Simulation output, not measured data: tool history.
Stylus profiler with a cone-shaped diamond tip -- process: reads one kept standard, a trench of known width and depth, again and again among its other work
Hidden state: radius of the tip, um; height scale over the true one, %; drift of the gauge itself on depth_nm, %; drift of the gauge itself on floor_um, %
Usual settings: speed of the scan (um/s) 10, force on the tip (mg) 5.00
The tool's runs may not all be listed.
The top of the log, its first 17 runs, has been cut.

| run | day | speed of the scan (um/s) | force on the tip (mg) | scans with this tip | hours of work since the height scale was calibrated | depth of the trench (angstrom) | width of the trench's floor (nm) |
|---|---|---|---|---|---|---|---|
| 18 | 15.592 | 10 | 4.21 | 8206 | 577 | 5115.0 | 45620 |
| 19 | 16.646 | 3 | 1.99 | 8438 | 593 | 5072.6 | 45600 |
| 20 | 17.446 | 13 | 5.61 | 8613 | 605 | 5141.1 | 45620 |
| 21 | 17.971 | 13 | 5.61 | 8728 | 613 | 5141.9 | 45600 |
| 22 | 18.846 | 13 | 5.61 | 8921 | 627 | 5142.4 | 45610 |
| 23 | 19.529 | 13 | 5.61 | 9070 | 637 | 5142.2 | 45620 |
| 24 | 20.629 | 13 | 5.61 | 9311 | 654 | 5141.4 | 45650 |
| 25 | 21.879 | 38 | 8.04 | 9585 | 673 | 5177.9 | 45530 |
| 26 | 22.892 | 3 | 4.72 | 9807 | 689 | 5125.2 | 45580 |
| 27 | 24.004 | 3 | 4.72 | 10051 | 706 | 5124.8 | 45660 |
| 28 | 24.729 | 4 | 2.69 | 10210 | 717 | 5085.2 | 45580 |
| 29 | 25.325 | 10 | 2.69 | 10340 | 726 | 5087.4 | 45620 |
| 30 | 25.950 | 38 | 9.36 | 10478 | 736 | 5199.7 | 45580 |
| 31 | 27.171 | 38 | 9.36 | 10745 | 755 | 5198.4 | 45550 |
| 32 | 28.117 | 13 | 4.28 | 10953 | 769 | 5117.9 | 45590 |
| 33 | 28.896 | 10 | 12.84 | 11124 | 782 | 5247.8 | 45590 |

3 ways to go on from here, each from the tool as it stands after run 33. What would each give?
| A | 29.533 | 5 | 1.73 | 11263 | 791 | ? | ? |
| B | 29.533 | 16 | 12.84 | 11263 | 791 | ? | ? |
| C | 29.533 | 16 | 7.86 | 11263 | 791 | ? | ? |

| run | depth of the trench (angstrom) | width of the trench's floor (nm) |
|---|---|---|
| A | 5064.7 | 45610 |
| B | 5249.6 | 45630 |
| C | 5176.1 | 45610 |
Take away the tool's hidden state, keep each run's random variation, and the runs would have read:
| run | depth of the trench (angstrom) | width of the trench's floor (nm) |
|---|---|---|
| A | 5064.7 | 45610 |
| B | 5249.7 | 45640 |
| C | 5176.2 | 45620 |
